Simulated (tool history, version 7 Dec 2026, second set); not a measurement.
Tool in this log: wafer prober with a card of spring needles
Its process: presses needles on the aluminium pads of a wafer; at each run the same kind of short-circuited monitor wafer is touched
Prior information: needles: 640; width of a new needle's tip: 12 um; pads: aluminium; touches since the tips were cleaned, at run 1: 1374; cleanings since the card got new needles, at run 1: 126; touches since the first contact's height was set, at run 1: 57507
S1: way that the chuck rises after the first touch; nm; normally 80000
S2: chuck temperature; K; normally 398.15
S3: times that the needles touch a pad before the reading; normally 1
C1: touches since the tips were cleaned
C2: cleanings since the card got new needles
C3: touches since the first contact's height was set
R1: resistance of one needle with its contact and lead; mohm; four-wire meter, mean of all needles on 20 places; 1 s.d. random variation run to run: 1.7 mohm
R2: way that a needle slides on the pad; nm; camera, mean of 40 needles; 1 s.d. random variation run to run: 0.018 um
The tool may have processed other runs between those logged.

Run 1, hour 0: usual settings; C1 1374; C2 126; C3 57507. Result: R1 221 mohm, R2 15370 nm.
At hour 8.2: tips cleaned on abrasive film.
At hour 20.9: tips cleaned on abrasive film.
At hour 34.3: tips cleaned on abrasive film.
At hour 37.3: height of the first contact set anew.
At hour 46.4: tips cleaned on abrasive film.
Run 2, hour 46.4: usual settings; C1 0; C2 130; C3 3480. Result: R1 177 mohm, R2 15530 nm.
At hour 59.8: tips cleaned on abrasive film.
At hour 70.7: tips cleaned on abrasive film.
Run 3, hour 75.5: usual settings; C1 1843; C2 132; C3 14607. Result: R1 218 mohm, R2 15490 nm.
At hour 83.6: tips cleaned on abrasive film.
At hour 94.5: tips cleaned on abrasive film.
At hour 108.1: tips cleaned on abrasive film.
At hour 119: tips cleaned on abrasive film.
Run 4, hour 119.7: usual settings; C1 277; C2 136; C3 31495. Result: R1 190 mohm, R2 15430 nm.
At hour 130.1: tips cleaned on abrasive film.
At hour 143.5: tips cleaned on abrasive film.
Run 5, hour 153.8: usual settings; C1 3949; C2 138; C3 44550. Result: R1 243 mohm, R2 15440 nm.
At hour 156.6: tips cleaned on abrasive film.
At hour 167.5: tips cleaned on abrasive film.
At hour 180.5: tips cleaned on abrasive film.
Run 6, hour 180.5: usual settings; C1 0; C2 141; C3 54729. Result: R1 174 mohm, R2 15340 nm.
At hour 193.6: tips cleaned on abrasive film.
At hour 206.8: tips cleaned on abrasive film.
Run 7, hour 210.8: usual settings; C1 1527; C2 143; C3 66310. Result: R1 227 mohm, R2 15350 nm.
At hour 218.6: tips cleaned on abrasive film.
At hour 224.3: height of the first contact set anew.
At hour 231.8: tips cleaned on abrasive film.
At hour 242.7: tips cleaned on abrasive film.
Run 8, hour 247.9: usual settings; C1 1982; C2 146; C3 8983. Result: R1 229 mohm, R2 15480 nm.
At hour 255.6: tips cleaned on abrasive film.
At hour 269: tips cleaned on abrasive film.
Run 9, hour 270.1: usual settings; C1 438; C2 148; C3 17474. Result: R1 194 mohm, R2 15440 nm.
At hour 281: tips cleaned on abrasive film.
At hour 294.6: tips cleaned on abrasive film.
At hour 308: tips cleaned on abrasive film.
Run 10, hour 312: usual settings; C1 1523; C2 151; C3 33501. Result: R1 222 mohm, R2 15420 nm.
At hour 320.2: tips cleaned on abrasive film.
At hour 333.5: tips cleaned on abrasive film.
Run 11, hour 336.1: usual settings; C1 983; C2 153; C3 42702. Result: R1 208 mohm, R2 15420 nm.

Run 12 comes next. What will it give?
At hour 347: tips cleaned on abrasive film.
At hour 360.6: tips cleaned on abrasive film.
At hour 373.6: tips cleaned on abrasive film.
Run 12, hour 379.5: usual settings but S2 306.15 K; C1 2241; C2 156; C3 59304. Result: R1 ?, R2 ?.

{"run 12": {"R1": 227, "R2": 15360}}
Without the tool's hidden state the same run would have given R1 157 mohm, R2 15480 nm.
